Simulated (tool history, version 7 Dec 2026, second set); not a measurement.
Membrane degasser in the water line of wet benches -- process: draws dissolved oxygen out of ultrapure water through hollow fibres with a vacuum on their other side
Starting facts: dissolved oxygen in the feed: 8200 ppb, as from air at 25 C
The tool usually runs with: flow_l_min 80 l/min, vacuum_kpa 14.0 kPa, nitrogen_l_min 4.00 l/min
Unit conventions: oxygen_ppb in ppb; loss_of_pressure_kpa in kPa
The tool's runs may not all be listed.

run 1 hour=0.0 | flow_l_min=80 vacuum_kpa=14.0 nitrogen_l_min=4.00 | oxygen_ppb=460.7 loss_of_pressure_kpa=66.59
run 2 hour=100.8 | flow_l_min=55 vacuum_kpa=14.0 nitrogen_l_min=4.00 | oxygen_ppb=331.7 loss_of_pressure_kpa=45.69
run 3 hour=216.4 | flow_l_min=55 vacuum_kpa=14.0 nitrogen_l_min=4.00 | oxygen_ppb=330.5 loss_of_pressure_kpa=45.70
run 4 hour=451.4 | flow_l_min=80 vacuum_kpa=14.0 nitrogen_l_min=4.00 | oxygen_ppb=459.5 loss_of_pressure_kpa=66.46
run 5 hour=550.1 | flow_l_min=80 vacuum_kpa=21.2 nitrogen_l_min=4.00 | oxygen_ppb=740.5 loss_of_pressure_kpa=66.25
run 6 hour=677.2 | flow_l_min=100 vacuum_kpa=14.0 nitrogen_l_min=4.00 | oxygen_ppb=556.8 loss_of_pressure_kpa=83.04
run 7 hour=812.7 | flow_l_min=80 vacuum_kpa=9.0 nitrogen_l_min=4.00 | oxygen_ppb=252.2 loss_of_pressure_kpa=66.72
run 8 hour=994.0 | flow_l_min=80 vacuum_kpa=9.0 nitrogen_l_min=4.00 | oxygen_ppb=253.4 loss_of_pressure_kpa=66.57
run 9 hour=1197.3 | flow_l_min=80 vacuum_kpa=14.0 nitrogen_l_min=2.87 | oxygen_ppb=606.8 loss_of_pressure_kpa=66.47
run 10 hour=1432.5 | flow_l_min=80 vacuum_kpa=14.0 nitrogen_l_min=2.87 | oxygen_ppb=604.3 loss_of_pressure_kpa=66.27
run 11 hour=1653.4 | flow_l_min=80 vacuum_kpa=14.0 nitrogen_l_min=4.61 | oxygen_ppb=407.7 loss_of_pressure_kpa=66.66
run 12 hour=1833.3 | flow_l_min=115 vacuum_kpa=14.0 nitrogen_l_min=4.00 | oxygen_ppb=629.1 loss_of_pressure_kpa=95.33
run 13 hour=1955.4 | flow_l_min=115 vacuum_kpa=14.0 nitrogen_l_min=4.00 | oxygen_ppb=627.5 loss_of_pressure_kpa=95.94
run 14 hour=2120.2 | flow_l_min=115 vacuum_kpa=14.0 nitrogen_l_min=4.00 | oxygen_ppb=628.1 loss_of_pressure_kpa=96.03
run 15 hour=2328.3 | flow_l_min=115 vacuum_kpa=14.0 nitrogen_l_min=5.77 | oxygen_ppb=466.7 loss_of_pressure_kpa=95.38
run 16 hour=2504.7 | flow_l_min=115 vacuum_kpa=14.0 nitrogen_l_min=5.77 | oxygen_ppb=468.4 loss_of_pressure_kpa=95.20
run 17 hour=2611.2 | flow_l_min=116 vacuum_kpa=14.0 nitrogen_l_min=6.72 | oxygen_ppb=413.7 loss_of_pressure_kpa=96.80
run 18 hour=2731.6 | flow_l_min=116 vacuum_kpa=14.0 nitrogen_l_min=6.72 | oxygen_ppb=415.1 loss_of_pressure_kpa=96.35
run 19 hour=2889.2 | flow_l_min=99 vacuum_kpa=14.0 nitrogen_l_min=11.29 | oxygen_ppb=225.3 loss_of_pressure_kpa=82.26
run 20 hour=3039.1 | flow_l_min=56 vacuum_kpa=14.0 nitrogen_l_min=11.29 | oxygen_ppb=128.8 loss_of_pressure_kpa=46.36
run 21 hour=3226.0 | flow_l_min=56 vacuum_kpa=14.0 nitrogen_l_min=11.29 | oxygen_ppb=128.9 loss_of_pressure_kpa=46.45
run 22 hour=3322.8 | flow_l_min=60 vacuum_kpa=20.3 nitrogen_l_min=4.00 | oxygen_ppb=555.0 loss_of_pressure_kpa=49.99
run 23 hour=3551.9 | flow_l_min=63 vacuum_kpa=23.1 nitrogen_l_min=4.00 | oxygen_ppb=664.6 loss_of_pressure_kpa=52.40
run 24 hour=3763.8 | flow_l_min=54 vacuum_kpa=22.7 nitrogen_l_min=1.84 | oxygen_ppb=1075.9 loss_of_pressure_kpa=44.91
run 25 hour=3923.1 | flow_l_min=80 vacuum_kpa=14.0 nitrogen_l_min=7.17 | oxygen_ppb=276.7 loss_of_pressure_kpa=66.83
run 26 hour=4062.2 | flow_l_min=80 vacuum_kpa=14.0 nitrogen_l_min=8.71 | oxygen_ppb=231.1 loss_of_pressure_kpa=66.56
run 27 hour=4172.7 | flow_l_min=80 vacuum_kpa=11.0 nitrogen_l_min=7.09 | oxygen_ppb=203.8 loss_of_pressure_kpa=66.57
run 28 hour=4268.6 | flow_l_min=80 vacuum_kpa=11.0 nitrogen_l_min=7.09 | oxygen_ppb=203.8 loss_of_pressure_kpa=66.53
run 29 hour=4482.6 | flow_l_min=80 vacuum_kpa=11.0 nitrogen_l_min=7.09 | oxygen_ppb=203.5 loss_of_pressure_kpa=66.80
run 30 hour=4681.7 | flow_l_min=54 vacuum_kpa=8.6 nitrogen_l_min=8.81 | oxygen_ppb=79.7 loss_of_pressure_kpa=44.88

Removed from this log: 1 entry logged between the listed runs. Between which two listed runs does each belong, and how does the tool's hidden state at the listed run before it compare with that at the listed run after it?
Run 17 -> run 18: seals of the vacuum lines changed (hour 2684.4)
  air that leaks in behind the membrane, l/min: 0.0021 -> 0.002

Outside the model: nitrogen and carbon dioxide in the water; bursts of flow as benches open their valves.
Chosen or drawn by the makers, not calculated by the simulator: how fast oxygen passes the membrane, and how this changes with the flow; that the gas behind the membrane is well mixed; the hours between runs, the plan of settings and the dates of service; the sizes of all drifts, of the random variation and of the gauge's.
